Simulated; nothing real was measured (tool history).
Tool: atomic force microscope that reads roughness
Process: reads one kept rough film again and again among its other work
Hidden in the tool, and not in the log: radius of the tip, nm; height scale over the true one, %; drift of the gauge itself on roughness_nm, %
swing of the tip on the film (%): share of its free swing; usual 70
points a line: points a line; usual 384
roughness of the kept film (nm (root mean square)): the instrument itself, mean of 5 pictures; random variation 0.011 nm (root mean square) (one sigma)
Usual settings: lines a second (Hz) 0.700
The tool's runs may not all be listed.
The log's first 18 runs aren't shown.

| run | day | lines a second (Hz) | swing of the tip on the film (%) | points a line | pictures with this tip | hours of work since the height scale was calibrated | roughness of the kept film (nm (root mean square)) |
|---|---|---|---|---|---|---|---|
| 19 | 43.054 | 0.700 | 70 | 384 | 192 | 531 | 1.798 |
| 20 | 44.592 | 0.700 | 70 | 384 | 242 | 557 | 1.648 |
|  | 44.958 | new tip fitted |
| 21 | 47.279 | 0.700 | 70 | 384 | 74 | 603 | 2.137 |
| 22 | 50.279 | 0.700 | 70 | 384 | 171 | 655 | 1.804 |
|  | 52.892 | new tip fitted |
| 23 | 53.967 | 0.700 | 70 | 267 | 34 | 718 | 2.339 |
| 24 | 57.671 | 0.700 | 70 | 267 | 153 | 781 | 1.885 |
| 25 | 60.504 | 1.304 | 69 | 710 | 244 | 830 | 1.673 |
|  | 60.812 | new tip fitted |
| 26 | 62.442 | 2.159 | 57 | 629 | 53 | 863 | 2.297 |
| 27 | 65.550 | 0.700 | 73 | 384 | 153 | 917 | 1.895 |
|  | 68.833 | new tip fitted |
| 28 | 68.838 | 0.839 | 62 | 689 | 0 | 973 | 2.571 |
| 29 | 72.171 | 0.700 | 72 | 695 | 108 | 1030 | 2.084 |
| 30 | 74.546 | 0.700 | 90 | 384 | 184 | 1071 | 1.768 |
|  | 76.804 | new tip fitted |
| 31 | 76.917 | 1.770 | 59 | 540 | 3 | 1112 | 2.504 |
| 32 | 78.758 | 0.529 | 59 | 911 | 62 | 1143 | 2.281 |
| 33 | 81.962 | 0.700 | 79 | 997 | 165 | 1198 | 1.858 |
| 34 | 84.408 | 1.985 | 62 | 384 | 244 | 1241 | 1.592 |
|  | 84.762 | new tip fitted |
|  | 86.050 | height scale calibrated on a step standard |
| 35 | 86.492 | 1.985 | 62 | 384 | 54 | 8 | 2.213 |
| 36 | 90.033 | 0.695 | 70 | 988 | 167 | 69 | 1.814 |

Forecast run 37:
|  | 92.738 | new tip fitted |
| 37 | 93.400 | 0.695 | 71 | 449 | 21 | 126 | ? |

roughness of the kept film (nm (root mean square)): 2.396
Without the tool's hidden state the same run would have given roughness of the kept film (nm (root mean square)) 2.569.

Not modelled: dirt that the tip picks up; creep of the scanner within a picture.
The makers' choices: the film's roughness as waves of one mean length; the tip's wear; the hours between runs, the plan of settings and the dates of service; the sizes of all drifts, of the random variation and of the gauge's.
